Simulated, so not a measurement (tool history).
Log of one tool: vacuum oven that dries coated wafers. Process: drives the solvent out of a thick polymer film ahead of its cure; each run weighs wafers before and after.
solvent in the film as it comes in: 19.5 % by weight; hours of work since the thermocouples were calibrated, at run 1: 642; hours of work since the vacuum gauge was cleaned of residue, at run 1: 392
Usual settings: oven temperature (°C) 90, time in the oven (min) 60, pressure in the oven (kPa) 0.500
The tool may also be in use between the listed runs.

run	hour	oven temperature (°C)	time in the oven (min)	pressure in the oven (kPa)	hours of work since the thermocouples were calibrated	hours of work since the vacuum gauge was cleaned of residue	solvent left in the film (%)
1	0.0	90	60	0.500	642	392	2.96
2	39.8	90	60	0.500	659	409	2.98
3	79.4	90	60	0.500	676	426	3.00
4	120.0	90	60	0.500	693	443	3.00
5	148.2	103	60	0.500	705	455	0.71
6	179.3	103	60	0.500	719	469	0.69
7	214.6	103	60	0.500	734	484	0.67
8	251.4	103	60	0.500	750	500	0.69
9	289.0	103	60	0.500	766	516	0.71
10	321.7	94	60	0.500	780	530	2.02
11	358.0	94	60	0.500	795	545	2.05
12	376.1	103	30	0.500	803	553	2.58
13	398.8	103	30	0.500	813	563	2.64
14	431.8	103	30	0.500	827	577	2.60
15	459.9	79	82	0.500	839	589	5.16
16	500.8	79	37	0.500	856	606	9.40
17	533.8	79	37	0.500	870	620	9.38
18	560.6	79	37	0.500	882	632	9.43
19	598.5	79	37	0.500	898	648	9.40
20	617.0	89	58	0.256	906	656	3.37
21	642.4	86	80	1.534	917	667	3.95
22	665.2	76	38	0.500	927	677	10.28

Forecast each of these 3 alternatives for the next run:
A	689.6	104	50	1.900	937	687	?
B	689.6	75	42	0.370	937	687	?
C	689.6	95	92	0.500	937	687	?

run	solvent left in the film (%)
A	1.59
B	10.11
C	0.94
Without the tool's hidden state the same runs would have given:
run	solvent left in the film (%)
A	1.39
B	9.76
C	0.69
